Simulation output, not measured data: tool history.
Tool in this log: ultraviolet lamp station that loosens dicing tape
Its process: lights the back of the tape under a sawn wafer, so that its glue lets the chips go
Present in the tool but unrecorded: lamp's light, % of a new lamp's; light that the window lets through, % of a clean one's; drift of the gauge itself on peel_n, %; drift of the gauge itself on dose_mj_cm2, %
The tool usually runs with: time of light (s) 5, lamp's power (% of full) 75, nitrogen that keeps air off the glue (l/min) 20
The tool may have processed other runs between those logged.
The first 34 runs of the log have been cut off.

run,hour,time of light (s),lamp's power (% of full),nitrogen that keeps air off the glue (l/min),hours of work of the lamp,hours of work since the window was cleaned,force that peels the tape off (N),light that reached the tape (mJ/cm2)
35,271.9,2,78,23,526,82,3.425,190
36,282.1,5,69,20,534,89,1.020,412
37,291.3,2,75,11,540,96,4.568,177
38,298.8,2,75,11,546,102,4.586,178
39,304.8,2,75,11,550,106,4.474,177
40,313.0,8,61,25,556,112,0.381,576
41,318.2,5,92,31,560,116,0.399,541
42,322.9,5,92,31,563,119,0.374,543
43,333.5,3,75,20,571,127,2.319,267

Here are 4 independent what-if runs from the current tool condition. What would each one return?
A,340.9,6,60,20,577,132,?,?
B,340.9,2,69,28,577,132,?,?
C,340.9,3,84,9,577,132,?,?
D,340.9,2,98,23,577,132,?,?

run,force that peels the tape off (N),light that reached the tape (mJ/cm2)
A,0.941,431
B,3.870,164
C,2.837,297
D,2.767,232
Take away the tool's hidden state, keep each run's random variation, and the runs would have read:
run,force that peels the tape off (N),light that reached the tape (mJ/cm2)
A,0.646,502
B,3.281,191
C,2.283,347
D,2.218,270
